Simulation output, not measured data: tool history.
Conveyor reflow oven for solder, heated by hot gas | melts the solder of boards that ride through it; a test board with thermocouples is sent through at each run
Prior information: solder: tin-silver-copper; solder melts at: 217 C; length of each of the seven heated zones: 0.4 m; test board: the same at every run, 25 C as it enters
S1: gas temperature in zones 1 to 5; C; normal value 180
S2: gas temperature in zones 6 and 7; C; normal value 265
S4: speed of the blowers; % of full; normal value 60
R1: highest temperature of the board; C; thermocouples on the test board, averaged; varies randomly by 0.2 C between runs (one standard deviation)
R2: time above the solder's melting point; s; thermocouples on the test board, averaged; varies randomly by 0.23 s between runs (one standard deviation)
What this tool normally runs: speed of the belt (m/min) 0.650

Run 1, hour 0.0: usual settings. Result: R1 245.3 C, R2 50.6 s.
Run 2, hour 5.7: usual settings. Result: R1 245.5 C, R2 50.9 s.
Run 3, hour 12.7: usual settings. Result: R1 245.5 C, R2 50.4 s.
Run 4, hour 18.2: usual settings. Result: R1 245.7 C, R2 50.5 s.
Run 5, hour 24.7: usual settings but S2 273 C. Result: R1 251.9 C, R2 55.6 s.
Run 6, hour 31.5: usual settings. Result: R1 245.5 C, R2 50.7 s.
Run 7, hour 38.1: usual settings. Result: R1 245.7 C, R2 50.9 s.
Run 8, hour 42.7: usual settings. Result: R1 245.2 C, R2 50.5 s.
Run 9, hour 49.6: usual settings. Result: R1 245.4 C, R2 50.7 s.
Run 10, hour 55.3: usual settings. Result: R1 245.4 C, R2 50.2 s.
Run 11, hour 61.4: usual settings. Result: R1 245.6 C, R2 50.7 s.
Run 12, hour 67.5: usual settings but S1 167 C. Result: R1 242.4 C, R2 43.2 s.
Run 13, hour 73.7: usual settings but S1 167 C, S4 62 % of full. Result: R1 243.1 C, R2 44.2 s.
Run 14, hour 77.4: usual settings but S1 167 C, S4 63 % of full. Result: R1 243.1 C, R2 44.4 s.
Run 15, hour 84.3: usual settings but S1 167 C, S4 63 % of full. Result: R1 243.7 C, R2 44.1 s.
Run 16, hour 92.4: usual settings but S1 167 C, S4 63 % of full. Result: R1 243.6 C, R2 44.3 s.
Run 17, hour 100.5: usual settings but S1 173 C, S2 276 C, speed of the belt (m/min) 0.570, S4 72 % of full. Result: R1 261.5 C, R2 68.9 s.
Run 18, hour 108.7: usual settings but S1 173 C, S2 276 C, speed of the belt (m/min) 0.570, S4 74 % of full. Result: R1 262.0 C, R2 69.7 s.
Run 19, hour 116.9: usual settings but S1 175 C, S2 263 C, speed of the belt (m/min) 0.625, S4 90 % of full. Result: R1 251.2 C, R2 57.9 s.
Run 20, hour 120.9: usual settings but S1 170 C, S2 277 C, speed of the belt (m/min) 0.558, S4 59 % of full. Result: R1 258.8 C, R2 67.6 s.
Run 21, hour 130.0: usual settings but S1 170 C, S2 277 C, speed of the belt (m/min) 0.558, S4 59 % of full. Result: R1 258.7 C, R2 67.2 s.
Run 22, hour 135.2: usual settings but speed of the belt (m/min) 0.577, S4 61 % of full. Result: R1 249.5 C, R2 62.2 s.
Run 23, hour 142.2: usual settings but S1 185 C, speed of the belt (m/min) 0.577, S4 61 % of full. Result: R1 250.4 C, R2 65.4 s.
Run 24, hour 149.8: usual settings but S2 260 C, speed of the belt (m/min) 0.664, S4 81 % of full. Result: R1 246.0 C, R2 51.5 s.
Run 25, hour 156.6: usual settings but S1 176 C, S2 263 C. Result: R1 242.9 C, R2 46.4 s.
Run 26, hour 163.1: usual settings but S1 176 C, S2 263 C. Result: R1 242.5 C, R2 46.3 s.
Run 27, hour 169.7: usual settings but S1 176 C, S2 263 C. Result: R1 242.8 C, R2 46.7 s.
Run 28, hour 176.0: usual settings but S1 167 C, S2 263 C. Result: R1 240.5 C, R2 41.3 s.
Run 29, hour 183.1: usual settings but S1 167 C, S2 263 C. Result: R1 240.4 C, R2 41.6 s.
Run 30, hour 191.9: usual settings but S1 167 C, S2 263 C. Result: R1 241.0 C, R2 41.1 s.

Below are 5 alternative next runs, each starting from the tool's condition after run 30. Predict each:
Run A, hour 198.3: usual settings but S4 78 % of full. Result: R1 ?, R2 ?.
Run B, hour 198.3: usual settings but S1 167 C, S2 273 C, S4 54 % of full. Result: R1 ?, R2 ?.
Run C, hour 198.3: usual settings but S1 167 C, S2 270 C. Result: R1 ?, R2 ?.
Run D, hour 198.3: usual settings but S1 177 C, S2 263 C, S4 53 % of full. Result: R1 ?, R2 ?.
Run E, hour 198.3: usual settings but S2 271 C, S4 63 % of full. Result: R1 ?, R2 ?.

run     R1    R2
  A  250.5  55.7
  B  246.4  46.0
  C  246.0  46.8
  D  240.4  43.5
  E  251.5  55.3
Without the tool's unlogged condition, the same runs would have read:
run     R1    R2
  A  251.4  56.7
  B  247.5  47.2
  C  247.1  48.1
  D  241.1  44.8
  E  252.5  56.3

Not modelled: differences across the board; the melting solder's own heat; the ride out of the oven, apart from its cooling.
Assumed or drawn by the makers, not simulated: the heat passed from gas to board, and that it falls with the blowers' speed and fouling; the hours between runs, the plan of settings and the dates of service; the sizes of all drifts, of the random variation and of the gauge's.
